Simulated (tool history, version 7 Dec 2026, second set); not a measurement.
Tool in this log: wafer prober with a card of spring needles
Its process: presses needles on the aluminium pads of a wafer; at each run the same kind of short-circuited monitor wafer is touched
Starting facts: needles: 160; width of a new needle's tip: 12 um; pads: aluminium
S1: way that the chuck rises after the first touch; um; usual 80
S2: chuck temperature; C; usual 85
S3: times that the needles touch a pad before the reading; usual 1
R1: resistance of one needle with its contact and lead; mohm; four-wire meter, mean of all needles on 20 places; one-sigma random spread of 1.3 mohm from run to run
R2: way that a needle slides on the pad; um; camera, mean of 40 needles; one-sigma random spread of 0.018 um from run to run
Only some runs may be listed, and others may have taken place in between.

run	hour	S1	S2	S3	R1	R2
1	0	80	85	1	277	21.64
2	32.4	80	85	1	274	21.6
3	61.3	80	85	1	273	21.59
4	83.4	80	85	1	273	21.55
5	118	80	85	1	272	21.4
6	143	80	85	1	272	21.36
7	171.6	80	85	1	270	21.36
8	205.1	80	85	1	267	21.31
9	224.1	80	85	1	267	21.31
10	255.2	80	85	1	275	21.26
11	272.5	80	85	1	275	21.28
12	288.6	80	85	1	273	21.71
13	303.8	80	85	1	271	21.68
14	320.4	80	85	1	273	21.67
15	343.5	80	85	1	273	21.64
16	367.3	80	97	1	278	21.62
17	395.1	70	30	1	260	18.88
18	423.2	69	39	1	266	18.58
19	450.7	85	85	2	267	22.9
20	483.9	85	85	2	269	22.83
21	501.3	96	100	1	269	26.07
22	523.6	96	100	1	275	26.05
23	542.6	96	100	1	275	26.03
24	560.6	80	34	1	257	21.64
25	596.1	64	85	3	269	17.28
26	621.7	63	40	3	260	16.98
27	649.4	63	40	3	258	16.94
28	681.5	82	85	1	274	22.09
29	711	97	65	2	262	26.33
30	739.9	61	57	1	278	16.53
31	755.8	61	57	1	273	16.52
32	774.7	80	56	1	270	21.63

Withheld: 46 entries from between the runs. Position of each, and hidden state at the listed run before versus the listed run after:
After run 1, before run 2: tips cleaned on abrasive film (hour 3.2); tips cleaned on abrasive film (hour 20.3)
  debris on the tips, nm: 68.7 -> 56.6; way that the needles fall short of the set height, um: 0.23 -> 0.39; tips' diameter, um: 12.08 -> 12.14
  measured value less the no-hidden-state value, R1: +11 -> +9 mohm; R2: -0.07 -> -0.1 um
After run 2, before run 3: tips cleaned on abrasive film (hour 39); tips cleaned on abrasive film (hour 56.3)
  debris on the tips, nm: 56.6 -> 30.6; way that the needles fall short of the set height, um: 0.39 -> 0.53; tips' diameter, um: 12.14 -> 12.19
  measured value less the no-hidden-state value, R1: +9 -> +5 mohm; R2: -0.1 -> -0.14 um
After run 3, before run 4: tips cleaned on abrasive film (hour 75)
  debris on the tips, nm: 30.6 -> 51.8; way that the needles fall short of the set height, um: 0.53 -> 0.6; tips' diameter, um: 12.19 -> 12.21
  measured value less the no-hidden-state value, R1: +5 -> +8 mohm; R2: -0.14 -> -0.16 um
After run 4, before run 5: tips cleaned on abrasive film (hour 93.9); tips cleaned on abrasive film (hour 112.5); height of the first contact set anew (hour 114.5)
  debris on the tips, nm: 51.8 -> 29.7; way that the needles fall short of the set height, um: 0.6 -> 1.17; tips' diameter, um: 12.21 -> 12.25
  measured value less the no-hidden-state value, R1: +8 -> +5 mohm; R2: -0.16 -> -0.32 um
After run 5, before run 6: tips cleaned on abrasive film (hour 131)
  debris on the tips, nm: 29.7 -> 59.6; way that the needles fall short of the set height, um: 1.17 -> 1.22; tips' diameter, um: 12.25 -> 12.27
  measured value less the no-hidden-state value, R1: +5 -> +9 mohm; R2: -0.32 -> -0.34 um
After run 6, before run 7: tips cleaned on abrasive film (hour 150.3); tips cleaned on abrasive film (hour 167.9)
  debris on the tips, nm: 59.6 -> 26; way that the needles fall short of the set height, um: 1.22 -> 1.35; tips' diameter, um: 12.27 -> 12.31
  measured value less the no-hidden-state value, R1: +9 -> +4 mohm; R2: -0.34 -> -0.37 um
After run 7, before run 8: tips cleaned on abrasive film (hour 186.5); tips cleaned on abrasive film (hour 204.2)
  debris on the tips, nm: 26 -> 11.9; way that the needles fall short of the set height, um: 1.35 -> 1.51; tips' diameter, um: 12.31 -> 12.37
  measured value less the no-hidden-state value, R1: +4 -> +2 mohm; R2: -0.37 -> -0.41 um
After run 8, before run 9: tips cleaned on abrasive film (hour 223.2)
  debris on the tips, nm: 11.9 -> 12; way that the needles fall short of the set height, um: 1.51 -> 1.59; tips' diameter, um: 12.37 -> 12.4
  measured value less the no-hidden-state value, R1: +2 -> +2 mohm; R2: -0.41 -> -0.43 um
After run 9, before run 10: tips cleaned on abrasive film (hour 241.5)
  debris on the tips, nm: 12 -> 61.2; way that the needles fall short of the set height, um: 1.59 -> 1.68; tips' diameter, um: 12.4 -> 12.43
  measured value less the no-hidden-state value, R1: +2 -> +10 mohm; R2: -0.43 -> -0.46 um
After run 10, before run 11: tips cleaned on abrasive film (hour 260.1)
  debris on the tips, nm: 61.2 -> 56.1; way that the needles fall short of the set height, um: 1.68 -> 1.75; tips' diameter, um: 12.43 -> 12.45
  measured value less the no-hidden-state value, R1: +10 -> +9 mohm; R2: -0.46 -> -0.47 um
After run 11, before run 12: height of the first contact set anew, once more (hour 278.3); tips cleaned on abrasive film (hour 278.4)
  debris on the tips, nm: 56.1 -> 55.3; way that the needles fall short of the set height, um: 1.75 -> 0.06; tips' diameter, um: 12.45 -> 12.47
  measured value less the no-hidden-state value, R1: +9 -> +8 mohm; R2: -0.47 -> -0.01 um
After run 12, before run 13: tips cleaned on abrasive film (hour 296.8)
  debris on the tips, nm: 55.3 -> 37.3; way that the needles fall short of the set height, um: 0.06 -> 0.14; tips' diameter, um: 12.47 -> 12.5
  measured value less the no-hidden-state value, R1: +8 -> +6 mohm; R2: -0.01 -> -0.04 um
After run 13, before run 14: tips cleaned on abrasive film (hour 315.3)
  debris on the tips, nm: 37.3 -> 34.8; way that the needles fall short of the set height, um: 0.14 -> 0.19; tips' diameter, um: 12.5 -> 12.52
  measured value less the no-hidden-state value, R1: +6 -> +5 mohm; R2: -0.04 -> -0.05 um
After run 14, before run 15: tips cleaned on abrasive film (hour 333.4)
  debris on the tips, nm: 34.8 -> 50.3; way that the needles fall short of the set height, um: 0.19 -> 0.27; tips' diameter, um: 12.52 -> 12.55
  measured value less the no-hidden-state value, R1: +5 -> +7 mohm; R2: -0.05 -> -0.07 um
After run 15, before run 16: tips cleaned on abrasive film (hour 351.4)
  debris on the tips, nm: 50.3 -> 68.8; way that the needles fall short of the set height, um: 0.27 -> 0.35; tips' diameter, um: 12.55 -> 12.58
  measured value less the no-hidden-state value, R1: +7 -> +10 mohm; R2: -0.07 -> -0.1 um
After run 16, before run 17: tips cleaned on abrasive film (hour 369.7); tips cleaned on abrasive film (hour 387.9)
  debris on the tips, nm: 68.8 -> 43.8; way that the needles fall short of the set height, um: 0.35 -> 0.48; tips' diameter, um: 12.58 -> 12.62
  measured value less the no-hidden-state value, R1: +10 -> +9 mohm; R2: -0.1 -> -0.13 um
After run 17, before run 18: tips cleaned on abrasive film (hour 407.5)
  debris on the tips, nm: 43.8 -> 65.7; way that the needles fall short of the set height, um: 0.48 -> 0.55; tips' diameter, um: 12.62 -> 12.65
  measured value less the no-hidden-state value, R1: +9 -> +13 mohm; R2: -0.13 -> -0.15 um
After run 18, before run 19: tips cleaned on abrasive film (hour 425.1); tips cleaned on abrasive film (hour 442.8)
  debris on the tips, nm: 65.7 -> 47.4; way that the needles fall short of the set height, um: 0.55 -> 0.73; tips' diameter, um: 12.65 -> 12.71
  measured value less the no-hidden-state value, R1: +13 -> +3 mohm; R2: -0.15 -> -0.2 um
After run 19, before run 20: tips cleaned on abrasive film (hour 461.9); tips cleaned on abrasive film (hour 481.8)
  debris on the tips, nm: 47.4 -> 18.6; way that the needles fall short of the set height, um: 0.73 -> 0.89; tips' diameter, um: 12.71 -> 12.77
  measured value less the no-hidden-state value, R1: +3 -> +2 mohm; R2: -0.2 -> -0.25 um
After run 20, before run 21: height of the first contact set anew (hour 488.7); tips cleaned on abrasive film (hour 500.6)
  debris on the tips, nm: 18.6 -> 11.2; way that the needles fall short of the set height, um: 0.89 -> 0.05; tips' diameter, um: 12.77 -> 12.78
  measured value less the no-hidden-state value, R1: +2 -> +1 mohm; R2: -0.25 -> -0.01 um
After run 21, before run 22: tips cleaned on abrasive film (hour 519.6)
  debris on the tips, nm: 11.2 -> 32; way that the needles fall short of the set height, um: 0.05 -> 0.13; tips' diameter, um: 12.78 -> 12.81
  measured value less the no-hidden-state value, R1: +1 -> +4 mohm; R2: -0.01 -> -0.03 um
After run 22, before run 23: tips cleaned on abrasive film (hour 537)
  debris on the tips, nm: 32 -> 35; way that the needles fall short of the set height, um: 0.13 -> 0.19; tips' diameter, um: 12.81 -> 12.83
  measured value less the no-hidden-state value, R1: +4 -> +4 mohm; R2: -0.03 -> -0.05 um
After run 23, before run 24: tips cleaned on abrasive film (hour 555.1)
  debris on the tips, nm: 35 -> 37.5; way that the needles fall short of the set height, um: 0.19 -> 0.26; tips' diameter, um: 12.83 -> 12.86
  measured value less the no-hidden-state value, R1: +4 -> +6 mohm; R2: -0.05 -> -0.07 um
After run 24, before run 25: tips cleaned on abrasive film (hour 574.5); tips cleaned on abrasive film (hour 593.1)
  debris on the tips, nm: 37.5 -> 24.5; way that the needles fall short of the set height, um: 0.26 -> 0.36; tips' diameter, um: 12.86 -> 12.89
  measured value less the no-hidden-state value, R1: +6 -> +2 mohm; R2: -0.07 -> -0.1 um
After run 25, before run 26: tips cleaned on abrasive film (hour 612.2)
  debris on the tips, nm: 24.5 -> 53.9; way that the needles fall short of the set height, um: 0.36 -> 0.45; tips' diameter, um: 12.89 -> 12.92
  measured value less the no-hidden-state value, R1: +2 -> +4 mohm; R2: -0.1 -> -0.12 um
After run 26, before run 27: tips cleaned on abrasive film (hour 631.6); tips cleaned on abrasive film (hour 648.8)
  debris on the tips, nm: 53.9 -> 11.1; way that the needles fall short of the set height, um: 0.45 -> 0.59; tips' diameter, um: 12.92 -> 12.97
  measured value less the no-hidden-state value, R1: +4 -> +1 mohm; R2: -0.12 -> -0.16 um
After run 27, before run 28: tips cleaned on abrasive film (hour 666.7)
  debris on the tips, nm: 11.1 -> 65.3; way that the needles fall short of the set height, um: 0.59 -> 0.66; tips' diameter, um: 12.97 -> 13
  measured value less the no-hidden-state value, R1: +1 -> +10 mohm; R2: -0.16 -> -0.17 um
After run 28, before run 29: tips cleaned on abrasive film (hour 686.4); height of the first contact set anew (hour 698.4); tips cleaned on abrasive film (hour 705.7)
  debris on the tips, nm: 65.3 -> 40.8; way that the needles fall short of the set height, um: 0.66 -> 0.05; tips' diameter, um: 13 -> 13.04
  measured value less the no-hidden-state value, R1: +10 -> +3 mohm; R2: -0.17 -> -0.01 um
After run 29, before run 30: tips cleaned on abrasive film (hour 723.1)
  debris on the tips, nm: 40.8 -> 66.5; way that the needles fall short of the set height, um: 0.05 -> 0.13; tips' diameter, um: 13.04 -> 13.07
  measured value less the no-hidden-state value, R1: +3 -> +16 mohm; R2: -0.01 -> -0.04 um
After run 30, before run 31: tips cleaned on abrasive film (hour 742.1)
  debris on the tips, nm: 66.5 -> 62.3; way that the needles fall short of the set height, um: 0.13 -> 0.19; tips' diameter, um: 13.07 -> 13.09
  measured value less the no-hidden-state value, R1: +16 -> +15 mohm; R2: -0.04 -> -0.05 um
After run 31, before run 32: tips cleaned on abrasive film (hour 760.5)
  debris on the tips, nm: 62.3 -> 64.8; way that the needles fall short of the set height, um: 0.19 -> 0.25; tips' diameter, um: 13.09 -> 13.11
  measured value less the no-hidden-state value, R1: +15 -> +11 mohm; R2: -0.05 -> -0.07 um

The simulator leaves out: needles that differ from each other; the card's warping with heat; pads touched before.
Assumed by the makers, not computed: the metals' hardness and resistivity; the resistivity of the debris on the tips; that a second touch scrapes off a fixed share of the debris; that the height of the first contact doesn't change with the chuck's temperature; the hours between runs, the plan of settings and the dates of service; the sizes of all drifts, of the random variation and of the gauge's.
